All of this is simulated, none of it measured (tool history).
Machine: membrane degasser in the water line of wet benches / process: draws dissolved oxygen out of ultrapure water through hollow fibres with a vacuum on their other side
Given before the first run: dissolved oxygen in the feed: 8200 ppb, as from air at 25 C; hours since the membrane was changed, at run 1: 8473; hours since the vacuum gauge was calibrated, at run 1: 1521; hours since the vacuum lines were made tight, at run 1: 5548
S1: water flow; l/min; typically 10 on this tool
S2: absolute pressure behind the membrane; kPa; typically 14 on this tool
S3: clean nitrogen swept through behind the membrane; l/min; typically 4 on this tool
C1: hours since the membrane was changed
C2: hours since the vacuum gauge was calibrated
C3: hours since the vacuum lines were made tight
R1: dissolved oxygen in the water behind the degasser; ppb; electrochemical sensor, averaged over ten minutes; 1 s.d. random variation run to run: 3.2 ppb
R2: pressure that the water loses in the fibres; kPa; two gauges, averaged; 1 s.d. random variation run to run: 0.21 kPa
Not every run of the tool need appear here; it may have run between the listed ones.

{"run": 1, "hour": 0.0, "S1": 10, "S2": 14, "S3": 4, "C1": 8473, "C2": 1521, "C3": 5548, "R1": 310.2, "R2": 50.79}
{"run": 2, "hour": 109.2, "S1": 10, "S2": 14, "S3": 4, "C1": 8582, "C2": 1630, "C3": 5658, "R1": 316.2, "R2": 50.4}
{"run": 3, "hour": 352.7, "S1": 10, "S2": 14, "S3": 4, "C1": 8826, "C2": 1874, "C3": 5901, "R1": 309.9, "R2": 50.57}
{"run": 4, "hour": 484.7, "S1": 13, "S2": 14, "S3": 4, "C1": 8957, "C2": 2006, "C3": 6033, "R1": 493.7, "R2": 65.25}
{"run": 5, "hour": 584.4, "S1": 13, "S2": 14, "S3": 4, "C1": 9057, "C2": 2105, "C3": 6133, "R1": 486.3, "R2": 65.32}
{"run": 6, "hour": 810.8, "S1": 10, "S2": 14, "S3": 4, "C1": 9284, "C2": 2332, "C3": 6359, "R1": 314.4, "R2": 50.31}
{"run": 7, "hour": 918.9, "S1": 10, "S2": 14, "S3": 4, "C1": 9392, "C2": 2440, "C3": 6467, "R1": 321.8, "R2": 50.03}
{"run": 8, "hour": 1044.8, "S1": 13, "S2": 13.9, "S3": 1.8, "C1": 9518, "C2": 2566, "C3": 6593, "R1": 561.1, "R2": 65.55}
{"run": 9, "hour": 1242.5, "S1": 14, "S2": 9.6, "S3": 3.73, "C1": 9715, "C2": 2764, "C3": 6791, "R1": 518.2, "R2": 70.81}
{"run": 10, "hour": 1432.8, "S1": 14, "S2": 9.6, "S3": 3.73, "C1": 9906, "C2": 2954, "C3": 6981, "R1": 509.7, "R2": 70.39}
{"run": 11, "hour": 1678.0, "S1": 10, "S2": 14, "S3": 3.2, "C1": 10151, "C2": 3199, "C3": 7226, "R1": 331, "R2": 50.39}
{"run": 12, "hour": 1797.6, "S1": 14, "S2": 22.1, "S3": 2.77, "C1": 10270, "C2": 3319, "C3": 7346, "R1": 659.8, "R2": 70.66}
{"run": 13, "hour": 1975.9, "S1": 7, "S2": 11.9, "S3": 8.38, "C1": 10449, "C2": 3497, "C3": 7524, "R1": 135.2, "R2": 35.39}
{"run": 14, "hour": 2156.9, "S1": 7, "S2": 11.9, "S3": 8.38, "C1": 10630, "C2": 3678, "C3": 7705, "R1": 135.6, "R2": 35.07}

Alternative continuations, all from the tool just after run 14; predict every row:
{"run": "A", "hour": 2294.8, "S1": 8, "S2": 11.9, "S3": 2.25, "C1": 10768, "C2": 3816, "C3": 7843, "R1": "?", "R2": "?"}
{"run": "B", "hour": 2294.8, "S1": 7, "S2": 16.1, "S3": 8.38, "C1": 10768, "C2": 3816, "C3": 7843, "R1": "?", "R2": "?"}
{"run": "C", "hour": 2294.8, "S1": 6, "S2": 12.2, "S3": 4, "C1": 10768, "C2": 3816, "C3": 7843, "R1": "?", "R2": "?"}

run=A R1=233.4 R2=40.09
run=B R1=145.7 R2=35.21
run=C R1=113.2 R2=30.23
Without the tool's hidden state the same runs would have given:
run=A R1=232.7 R2=40.45
run=B R1=145.1 R2=35.53
run=C R1=112.8 R2=30.51

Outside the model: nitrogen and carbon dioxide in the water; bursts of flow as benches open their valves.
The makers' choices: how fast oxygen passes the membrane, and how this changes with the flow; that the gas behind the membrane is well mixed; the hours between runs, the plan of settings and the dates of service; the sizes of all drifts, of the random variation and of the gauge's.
